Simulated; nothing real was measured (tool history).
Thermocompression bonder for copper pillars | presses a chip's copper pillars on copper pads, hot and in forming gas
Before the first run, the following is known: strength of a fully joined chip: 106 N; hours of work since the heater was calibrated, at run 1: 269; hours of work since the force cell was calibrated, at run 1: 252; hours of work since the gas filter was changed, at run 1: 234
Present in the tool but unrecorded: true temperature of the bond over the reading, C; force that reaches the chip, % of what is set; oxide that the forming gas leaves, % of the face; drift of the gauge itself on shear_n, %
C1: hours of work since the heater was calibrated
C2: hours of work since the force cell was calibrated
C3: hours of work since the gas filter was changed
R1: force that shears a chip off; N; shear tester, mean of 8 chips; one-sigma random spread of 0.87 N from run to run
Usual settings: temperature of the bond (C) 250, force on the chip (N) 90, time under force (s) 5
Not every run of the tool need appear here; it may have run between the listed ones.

run 1 hour=0 | temperature_of_the_bond_(C)=250 force_on_the_chip_(N)=90 time_under_force_(s)=5 | C1=269 C2=252 C3=234 | R1=70.1
run 2 hour=7.4 | temperature_of_the_bond_(C)=250 force_on_the_chip_(N)=90 time_under_force_(s)=5 | C1=275 C2=257 C3=239 | R1=68.9
run 3 hour=18.9 | temperature_of_the_bond_(C)=250 force_on_the_chip_(N)=90 time_under_force_(s)=5 | C1=284 C2=266 C3=248 | R1=69
run 4 hour=27.8 | temperature_of_the_bond_(C)=250 force_on_the_chip_(N)=90 time_under_force_(s)=5 | C1=290 C2=272 C3=255 | R1=69.4
run 5 hour=39.3 | temperature_of_the_bond_(C)=250 force_on_the_chip_(N)=90 time_under_force_(s)=5 | C1=299 C2=281 C3=263 | R1=68.5
run 6 hour=46.8 | temperature_of_the_bond_(C)=250 force_on_the_chip_(N)=90 time_under_force_(s)=5 | C1=305 C2=287 C3=269 | R1=67.8
run 7 hour=55.7 | temperature_of_the_bond_(C)=250 force_on_the_chip_(N)=73 time_under_force_(s)=5 | C1=311 C2=293 C3=276 | R1=62.1
run 8 hour=69.8 | temperature_of_the_bond_(C)=263 force_on_the_chip_(N)=90 time_under_force_(s)=5 | C1=322 C2=304 C3=286 | R1=75.6
run 9 hour=82.2 | temperature_of_the_bond_(C)=263 force_on_the_chip_(N)=90 time_under_force_(s)=5 | C1=331 C2=313 C3=296 | R1=76.7
run 10 hour=97.6 | temperature_of_the_bond_(C)=266 force_on_the_chip_(N)=90 time_under_force_(s)=5 | C1=343 C2=325 C3=307 | R1=79.2
run 11 hour=112.9 | temperature_of_the_bond_(C)=266 force_on_the_chip_(N)=90 time_under_force_(s)=5 | C1=354 C2=336 C3=319 | R1=76.8
run 12 hour=125.9 | temperature_of_the_bond_(C)=266 force_on_the_chip_(N)=90 time_under_force_(s)=5 | C1=364 C2=346 C3=328 | R1=77.7
run 13 hour=132.9 | temperature_of_the_bond_(C)=256 force_on_the_chip_(N)=90 time_under_force_(s)=5 | C1=369 C2=351 C3=334 | R1=71.7
run 14 hour=144 | temperature_of_the_bond_(C)=256 force_on_the_chip_(N)=90 time_under_force_(s)=5 | C1=378 C2=360 C3=342 | R1=70.6
-- hour=154.2 forming gas filter changed
run 15 hour=157.8 | temperature_of_the_bond_(C)=256 force_on_the_chip_(N)=90 time_under_force_(s)=5 | C1=388 C2=370 C3=3 | R1=80.2
run 16 hour=171.2 | temperature_of_the_bond_(C)=272 force_on_the_chip_(N)=134 time_under_force_(s)=6 | C1=398 C2=380 C3=13 | R1=99.4
-- hour=173.4 force cell calibrated
run 17 hour=186 | temperature_of_the_bond_(C)=250 force_on_the_chip_(N)=90 time_under_force_(s)=4 | C1=408 C2=9 C3=23 | R1=71.2
run 18 hour=197.5 | temperature_of_the_bond_(C)=257 force_on_the_chip_(N)=90 time_under_force_(s)=4 | C1=416 C2=18 C3=31 | R1=77
-- hour=206.4 force cell calibrated, once more
run 19 hour=208.6 | temperature_of_the_bond_(C)=257 force_on_the_chip_(N)=90 time_under_force_(s)=4 | C1=424 C2=2 C3=39 | R1=75.7
run 20 hour=217.5 | temperature_of_the_bond_(C)=246 force_on_the_chip_(N)=90 time_under_force_(s)=9 | C1=430 C2=8 C3=45 | R1=82.6
run 21 hour=226.9 | temperature_of_the_bond_(C)=273 force_on_the_chip_(N)=90 time_under_force_(s)=5 | C1=437 C2=15 C3=52 | R1=89.9
run 22 hour=242.4 | temperature_of_the_bond_(C)=224 force_on_the_chip_(N)=61 time_under_force_(s)=6 | C1=449 C2=27 C3=64 | R1=45.5
run 23 hour=257.7 | temperature_of_the_bond_(C)=280 force_on_the_chip_(N)=86 time_under_force_(s)=6 | C1=461 C2=39 C3=76 | R1=91.2
run 24 hour=269 | temperature_of_the_bond_(C)=280 force_on_the_chip_(N)=86 time_under_force_(s)=6 | C1=469 C2=47 C3=84 | R1=92.8
run 25 hour=282.6 | temperature_of_the_bond_(C)=246 force_on_the_chip_(N)=119 time_under_force_(s)=5 | C1=479 C2=57 C3=94 | R1=83.2
run 26 hour=295.7 | temperature_of_the_bond_(C)=248 force_on_the_chip_(N)=80 time_under_force_(s)=7 | C1=489 C2=67 C3=104 | R1=76
run 27 hour=310.1 | temperature_of_the_bond_(C)=248 force_on_the_chip_(N)=80 time_under_force_(s)=7 | C1=500 C2=78 C3=115 | R1=76.3
run 28 hour=321.3 | temperature_of_the_bond_(C)=248 force_on_the_chip_(N)=68 time_under_force_(s)=7 | C1=508 C2=86 C3=123 | R1=66.7
run 29 hour=335.2 | temperature_of_the_bond_(C)=248 force_on_the_chip_(N)=68 time_under_force_(s)=7 | C1=519 C2=97 C3=134 | R1=67.5
run 30 hour=346.8 | temperature_of_the_bond_(C)=238 force_on_the_chip_(N)=84 time_under_force_(s)=4 | C1=528 C2=106 C3=143 | R1=58.8

For some of the steps in R1 from one run to the next: how much would appear even if the tool had no hidden state, given the settings, what came in and random variation, and how much remains for the hidden state plus any gauge scatter that the measured result and the result without hidden state don't share?
Run 14 -> 15: forming gas filter changed. R1 +9.6 N: hidden state +8.2, all else +1.4.
Run 15 -> 16: temperature of the bond (C) 256 -> 272, force on the chip (N) 90 -> 134, time under force (s) 5 -> 6. R1 +19.2 N: hidden state -2.8, all else +22.
Run 16 -> 17: temperature of the bond (C) 272 -> 250, force on the chip (N) 134 -> 90, time under force (s) 6 -> 4, force cell calibrated. R1 -28.2 N: hidden state +2.8, all else -31.
Run 21 -> 22: temperature of the bond (C) 273 -> 224, force on the chip (N) 90 -> 61, time under force (s) 5 -> 6. R1 -44.4 N: hidden state +1.9, all else -46.3.
Run 22 -> 23: temperature of the bond (C) 224 -> 280, force on the chip (N) 61 -> 86. R1 +45.7 N: hidden state -3.2, all else +48.9.
